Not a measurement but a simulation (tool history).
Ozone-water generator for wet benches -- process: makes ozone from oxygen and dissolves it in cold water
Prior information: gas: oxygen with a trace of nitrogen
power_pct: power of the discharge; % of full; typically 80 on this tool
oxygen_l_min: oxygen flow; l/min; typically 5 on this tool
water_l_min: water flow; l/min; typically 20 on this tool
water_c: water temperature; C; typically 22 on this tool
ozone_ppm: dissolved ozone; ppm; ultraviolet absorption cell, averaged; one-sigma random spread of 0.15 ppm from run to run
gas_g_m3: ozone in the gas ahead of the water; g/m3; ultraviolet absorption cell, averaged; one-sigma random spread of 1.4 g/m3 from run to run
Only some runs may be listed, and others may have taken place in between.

run,hour,power_pct,oxygen_l_min,water_l_min,water_c,ozone_ppm,gas_g_m3
1,0,80,5,20,22,17.1,248.5
2,68.9,80,5,20,22,17.2,248.1
3,161.5,80,5,20,22,17.1,248.9
4,251.1,80,5,20,22,16.8,246.9
5,355.6,80,5,20,22,17,246.5
6,463.6,80,5,20,22,17,246.6
7,530.4,86,3.41,20,22,17.3,313.4
# hour 573.5: contactor cleaned
8,661.6,49,3.88,20,22,14.3,221.1
9,778.8,49,3.88,20,25,13.3,220.4

Run 10 has not been measured yet. What should we expect?
10,843.2,49,3.88,20,25,?,?

ozone_ppm: 13.6 ppm
gas_g_m3: 220.5 g/m3
Take away the tool's hidden state, keep the run-to-run variation as it was, and the same run would have given ozone_ppm 14.3 ppm, gas_g_m3 230.6 g/m3.

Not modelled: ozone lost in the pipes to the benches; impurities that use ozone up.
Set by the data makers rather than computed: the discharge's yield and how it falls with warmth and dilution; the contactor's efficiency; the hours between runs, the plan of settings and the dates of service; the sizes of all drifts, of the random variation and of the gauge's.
